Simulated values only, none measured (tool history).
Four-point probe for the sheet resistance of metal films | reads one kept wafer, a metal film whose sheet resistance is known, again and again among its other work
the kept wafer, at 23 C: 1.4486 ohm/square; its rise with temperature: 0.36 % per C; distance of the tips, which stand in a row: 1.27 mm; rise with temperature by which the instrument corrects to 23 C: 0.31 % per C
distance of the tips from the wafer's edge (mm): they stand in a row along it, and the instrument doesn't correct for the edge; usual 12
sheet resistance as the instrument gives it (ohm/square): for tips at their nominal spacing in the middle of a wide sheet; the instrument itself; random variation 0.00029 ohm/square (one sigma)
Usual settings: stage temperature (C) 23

run    hour  stage temperature (C)  distance of the tips from the wafer's edge (mm)  sheet resistance as the instrument gives it (ohm/square)
  1     0.0                     23                                               12                                                  1.457189
  2    42.5                     23                                               12                                                  1.457307
  3    99.0                     23                                               12                                                  1.457442
  4   158.9                     23                                               12                                                  1.457399
  5   197.7                     23                                               12                                                  1.456793
  6   250.2                     23                                               12                                                  1.458027
  7   282.8                     28                                               12                                                  1.461415
  8   336.9                     23                                               12                                                  1.457014
  9   375.5                     23                                               12                                                  1.457426
 10   428.8                     23                                               12                                                  1.457407
 11   462.6                     28                                               12                                                  1.460904
 12   511.8                     28                                               12                                                  1.461113
 13   566.1                     23                                                7                                                  1.473990
 14   608.4                     23                                                7                                                  1.474195
 15   663.2                     23                                                7                                                  1.474130
 16   723.5                     19                                               11                                                  1.456024
 17   784.3                     31                                                5                                                  1.503530
 18   843.5                     29                                               23                                                  1.455629
 19   884.0                     29                                               23                                                  1.455710
 20   909.7                     29                                               23                                                  1.455664
 21   951.2                     29                                               23                                                  1.455994
 22   980.2                     29                                               23                                                  1.455905
 23  1040.5                     35                                               12                                                  1.466396
 24  1069.7                     21                                               54                                                  1.447661
 25  1097.3                     26                                               19                                                  1.454548

Forecast each of these 3 alternatives for the next run:
  A  1131.4                     21                                               12                                                         ?
  B  1131.4                     33                                               19                                                         ?
  C  1131.4                     26                                               67                                                         ?

run  sheet resistance as the instrument gives it (ohm/square)
  A                                                  1.456318
  B                                                  1.459797
  C                                                  1.450874
Without the tool's hidden state the same runs would have given:
run  sheet resistance as the instrument gives it (ohm/square)
  A                                                  1.456088
  B                                                  1.459565
  C                                                  1.450644
